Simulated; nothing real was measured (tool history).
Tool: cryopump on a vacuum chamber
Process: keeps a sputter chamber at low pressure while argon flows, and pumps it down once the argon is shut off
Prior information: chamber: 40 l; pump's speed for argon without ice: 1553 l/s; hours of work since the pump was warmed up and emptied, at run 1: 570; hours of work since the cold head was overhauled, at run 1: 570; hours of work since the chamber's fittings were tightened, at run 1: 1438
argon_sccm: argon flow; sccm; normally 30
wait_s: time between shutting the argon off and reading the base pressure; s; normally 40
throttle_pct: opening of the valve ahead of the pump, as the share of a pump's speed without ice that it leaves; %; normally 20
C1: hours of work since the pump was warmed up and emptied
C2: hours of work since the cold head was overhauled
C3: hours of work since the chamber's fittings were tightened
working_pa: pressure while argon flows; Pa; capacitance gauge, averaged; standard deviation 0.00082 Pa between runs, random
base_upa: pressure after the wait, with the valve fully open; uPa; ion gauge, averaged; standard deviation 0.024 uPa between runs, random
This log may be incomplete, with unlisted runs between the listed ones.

{"run": 1, "day": 0.0, "argon_sccm": 30, "wait_s": 40, "throttle_pct": 20, "C1": 570, "C2": 570, "C3": 1438, "working_pa": 0.1731, "base_upa": 2.58}
{"run": 2, "day": 0.592, "argon_sccm": 30, "wait_s": 40, "throttle_pct": 20, "C1": 582, "C2": 582, "C3": 1450, "working_pa": 0.1735, "base_upa": 2.64}
{"run": 3, "day": 1.329, "argon_sccm": 52, "wait_s": 40, "throttle_pct": 20, "C1": 596, "C2": 596, "C3": 1465, "working_pa": 0.3013, "base_upa": 2.65}
{"run": 4, "day": 2.417, "argon_sccm": 52, "wait_s": 40, "throttle_pct": 17, "C1": 618, "C2": 618, "C3": 1487, "working_pa": 0.3516, "base_upa": 2.58}
{"run": 5, "day": 3.133, "argon_sccm": 30, "wait_s": 40, "throttle_pct": 15, "C1": 633, "C2": 633, "C3": 1501, "working_pa": 0.2305, "base_upa": 2.7}
{"run": 6, "day": 3.688, "argon_sccm": 30, "wait_s": 40, "throttle_pct": 15, "C1": 644, "C2": 644, "C3": 1512, "working_pa": 0.2289, "base_upa": 2.79}
{"run": 7, "day": 4.617, "argon_sccm": 30, "wait_s": 40, "throttle_pct": 26, "C1": 663, "C2": 663, "C3": 1531, "working_pa": 0.1379, "base_upa": 2.83}
{"run": 8, "day": 5.4, "argon_sccm": 30, "wait_s": 40, "throttle_pct": 26, "C1": 678, "C2": 678, "C3": 1547, "working_pa": 0.1388, "base_upa": 2.82}
{"run": 9, "day": 6.162, "argon_sccm": 30, "wait_s": 40, "throttle_pct": 26, "C1": 694, "C2": 694, "C3": 1562, "working_pa": 0.1381, "base_upa": 2.83}
{"run": 10, "day": 7.292, "argon_sccm": 30, "wait_s": 40, "throttle_pct": 20, "C1": 717, "C2": 717, "C3": 1585, "working_pa": 0.1777, "base_upa": 2.97}
{"run": 11, "day": 7.779, "argon_sccm": 20, "wait_s": 40, "throttle_pct": 20, "C1": 726, "C2": 726, "C3": 1595, "working_pa": 0.1183, "base_upa": 3.05}
{"run": 12, "day": 8.512, "argon_sccm": 20, "wait_s": 140, "throttle_pct": 20, "C1": 741, "C2": 741, "C3": 1610, "working_pa": 0.1179, "base_upa": 2.39}
{"run": 13, "day": 9.288, "argon_sccm": 20, "wait_s": 140, "throttle_pct": 20, "C1": 757, "C2": 757, "C3": 1625, "working_pa": 0.1191, "base_upa": 2.4}
{"day": 9.679, "done": "pump warmed up, emptied and cooled again"}
{"run": 14, "day": 10.421, "argon_sccm": 30, "wait_s": 40, "throttle_pct": 20, "C1": 15, "C2": 775, "C3": 1644, "working_pa": 0.1623, "base_upa": 2.38}
{"run": 15, "day": 11.554, "argon_sccm": 30, "wait_s": 141, "throttle_pct": 22, "C1": 38, "C2": 798, "C3": 1667, "working_pa": 0.1497, "base_upa": 1.86}
{"run": 16, "day": 12.396, "argon_sccm": 30, "wait_s": 158, "throttle_pct": 18, "C1": 55, "C2": 815, "C3": 1684, "working_pa": 0.1827, "base_upa": 1.87}
{"run": 17, "day": 13.4, "argon_sccm": 30, "wait_s": 158, "throttle_pct": 18, "C1": 75, "C2": 836, "C3": 1704, "working_pa": 0.1832, "base_upa": 1.92}
{"run": 18, "day": 14.179, "argon_sccm": 30, "wait_s": 158, "throttle_pct": 18, "C1": 91, "C2": 851, "C3": 1720, "working_pa": 0.1838, "base_upa": 1.91}
{"run": 19, "day": 15.096, "argon_sccm": 51, "wait_s": 24, "throttle_pct": 24, "C1": 109, "C2": 870, "C3": 1738, "working_pa": 0.2339, "base_upa": 3.11}
{"run": 20, "day": 15.762, "argon_sccm": 14, "wait_s": 24, "throttle_pct": 15, "C1": 123, "C2": 883, "C3": 1751, "working_pa": 0.103, "base_upa": 3.04}
{"run": 21, "day": 16.712, "argon_sccm": 30, "wait_s": 91, "throttle_pct": 20, "C1": 142, "C2": 902, "C3": 1771, "working_pa": 0.1649, "base_upa": 2.2}
{"run": 22, "day": 17.846, "argon_sccm": 45, "wait_s": 40, "throttle_pct": 17, "C1": 165, "C2": 925, "C3": 1793, "working_pa": 0.2909, "base_upa": 2.68}
{"run": 23, "day": 18.554, "argon_sccm": 30, "wait_s": 144, "throttle_pct": 30, "C1": 179, "C2": 939, "C3": 1808, "working_pa": 0.1114, "base_upa": 2.03}
{"run": 24, "day": 19.196, "argon_sccm": 30, "wait_s": 38, "throttle_pct": 25, "C1": 192, "C2": 952, "C3": 1821, "working_pa": 0.1342, "base_upa": 2.61}
{"run": 25, "day": 20.054, "argon_sccm": 30, "wait_s": 38, "throttle_pct": 25, "C1": 209, "C2": 970, "C3": 1838, "working_pa": 0.1343, "base_upa": 2.71}
{"run": 26, "day": 20.738, "argon_sccm": 12, "wait_s": 38, "throttle_pct": 53, "C1": 223, "C2": 983, "C3": 1852, "working_pa": 0.0263, "base_upa": 2.76}

Forecast run 27:
{"run": 27, "day": 21.808, "argon_sccm": 46, "wait_s": 255, "throttle_pct": 20, "C1": 244, "C2": 1005, "C3": 1873, "working_pa": "?", "base_upa": "?"}

working_pa: 0.2585 Pa
base_upa: 2.12 uPa
Had the tool carried no hidden state, the very same run would have given working_pa 0.2520 Pa, base_upa 0.31 uPa.
